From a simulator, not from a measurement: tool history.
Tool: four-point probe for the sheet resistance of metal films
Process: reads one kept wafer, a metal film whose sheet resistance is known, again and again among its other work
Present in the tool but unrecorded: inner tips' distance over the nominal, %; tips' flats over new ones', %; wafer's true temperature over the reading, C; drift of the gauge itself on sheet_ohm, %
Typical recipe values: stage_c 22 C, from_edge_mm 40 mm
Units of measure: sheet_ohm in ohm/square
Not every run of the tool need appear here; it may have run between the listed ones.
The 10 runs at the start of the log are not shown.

run    hour  stage_c  from_edge_mm  touches since the probe head was changed  hours of work since the stage's thermometer was calibrated  sheet_ohm
 11   336.9       22            31                                     33589                                                         949   9.106527
 12   378.8       30            40                                     34578                                                         976   9.150271
 13   421.3       22            44                                     35581                                                        1003   9.103951
 14   457.3       22            44                                     36432                                                        1026    9.10431
 15   501.6       22            44                                     37479                                                        1054   9.103686
 16   521.4       22            44                                     37945                                                        1066   9.102941
 17   565.5       22            44                                     38986                                                        1095   9.104941
 18   597.2       29            40                                     39736                                                        1115   9.146343
 19   623.3       22            13                                     40352                                                        1131   9.116376
 20   666.2       19             4                                     41365                                                        1159   9.207961
 21   704.5       31            11                                     42270                                                        1183   9.178939
 22   740.4       21            11                                     43117                                                        1206   9.114276
 23   771.5       21            11                                     43852                                                        1226   9.111652
 24   816.6       23            30                                     44917                                                        1254   9.115393
 25   848.3       23            30                                     45667                                                        1275   9.115213
 26     893       23            30                                     46723                                                        1303    9.11436
 27   926.7       23            30                                     47519                                                        1324   9.116736
 28   970.7       33            65                                     48558                                                        1352   9.175201
 29  1006.9       19             4                                     49413                                                        1375   9.214373
 30  1035.2       19             7                                     50081                                                        1394   9.131065
 31    1079       21             5                                     51115                                                        1421   9.180248

Here are 3 independent what-if runs from the current tool condition. What would each one return?
  A  1116.1       19            32                                     51992                                                        1445          ?
  B  1116.1       22             4                                     51992                                                        1445          ?
  C  1116.1       19             5                                     51992                                                        1445          ?

run  sheet_ohm
  A   9.093367
  B   9.233309
  C   9.170166
Without the tool's hidden state the same runs would have given:
run  sheet_ohm
  A   9.083835
  B    9.22374
  C   9.160554
